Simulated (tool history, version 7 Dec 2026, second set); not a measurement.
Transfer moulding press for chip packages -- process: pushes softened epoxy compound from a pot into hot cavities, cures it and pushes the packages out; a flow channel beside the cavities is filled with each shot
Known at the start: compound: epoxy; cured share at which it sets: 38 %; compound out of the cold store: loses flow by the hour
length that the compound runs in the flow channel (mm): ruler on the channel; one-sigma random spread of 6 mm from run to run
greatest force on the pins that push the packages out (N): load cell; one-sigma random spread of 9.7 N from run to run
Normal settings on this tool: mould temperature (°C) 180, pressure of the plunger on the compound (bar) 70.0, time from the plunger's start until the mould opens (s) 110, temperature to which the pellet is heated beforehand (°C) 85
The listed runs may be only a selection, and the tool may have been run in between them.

run	hour	mould temperature (°C)	pressure of the plunger on the compound (bar)	time from the plunger's start until the mould opens (s)	temperature to which the pellet is heated beforehand (°C)	incoming compound's hours out of the cold store	length that the compound runs in the flow channel (mm)	greatest force on the pins that push the packages out (N)
1	0.0	180	70.0	110	85	32.1	618	715
2	19.8	180	70.0	110	85	14.5	676	760
3	40.5	180	70.0	110	85	30.1	625	736
# hour 43.9: cavities cleaned with cleaning compound and waxed
4	56.8	180	70.0	110	92	29.8	634	556
5	74.5	180	70.0	110	92	45.9	590	594
6	89.3	180	70.0	110	85	11.5	659	668
7	104.2	180	70.0	110	85	28.2	620	715
8	114.5	180	70.0	90	85	10.3	665	1173
9	132.4	185	70.0	110	85	36.7	591	630
# hour 136.8: cavities cleaned with cleaning compound and waxed
10	145.8	180	70.0	110	85	21.8	628	519
11	162.6	180	80.3	110	85	19.3	677	615
12	172.0	180	80.3	110	85	22.4	665	660
13	193.6	180	80.3	110	85	40.0	631	684
14	211.4	180	70.0	110	85	39.3	592	715
# hour 230.7: cavities cleaned with cleaning compound and waxed
15	233.7	185	87.1	132	87	40.9	637	357
16	247.2	180	70.0	110	80	35.2	581	566
17	261.7	182	56.1	123	85	14.7	571	532
18	271.7	174	60.1	141	88	37.6	548	596
# hour 280.7: plunger's sealing rings changed
19	287.4	174	60.1	141	88	31.8	597	612
20	301.3	180	55.9	110	85	31.4	583	761
21	318.2	180	55.9	110	85	46.2	537	706
# hour 327.3: cavities cleaned with cleaning compound and waxed
22	329.9	180	55.9	110	85	20.7	596	465
23	346.8	180	58.6	130	90	36.2	561	476
24	367.2	178	87.8	111	76	28.7	729	711
25	378.7	178	87.8	111	76	41.3	687	726
26	397.0	178	87.8	121	75	18.9	754	707
27	413.1	178	87.8	121	75	24.3	726	721
# hour 420.4: cavities cleaned with cleaning compound and waxed
28	429.5	187	87.8	121	75	41.7	663	406

Here are 5 independent what-if runs from the current tool condition. What would each one return?
A	439.8	178	52.2	121	75	43.2	?	?
B	439.8	176	87.8	121	88	23.5	?	?
C	439.8	172	69.6	121	90	48.0	?	?
D	439.8	180	70.0	145	85	45.9	?	?
E	439.8	187	79.9	125	75	23.3	?	?

run	length that the compound runs in the flow channel (mm)	greatest force on the pins that push the packages out (N)
A	510	521
B	720	593
C	595	658
D	590	466
E	678	466
With the hidden condition removed and each run's random variation left untouched, the same runs would have given:
run	length that the compound runs in the flow channel (mm)	greatest force on the pins that push the packages out (N)
A	531	398
B	749	458
C	619	512
D	613	347
E	705	347
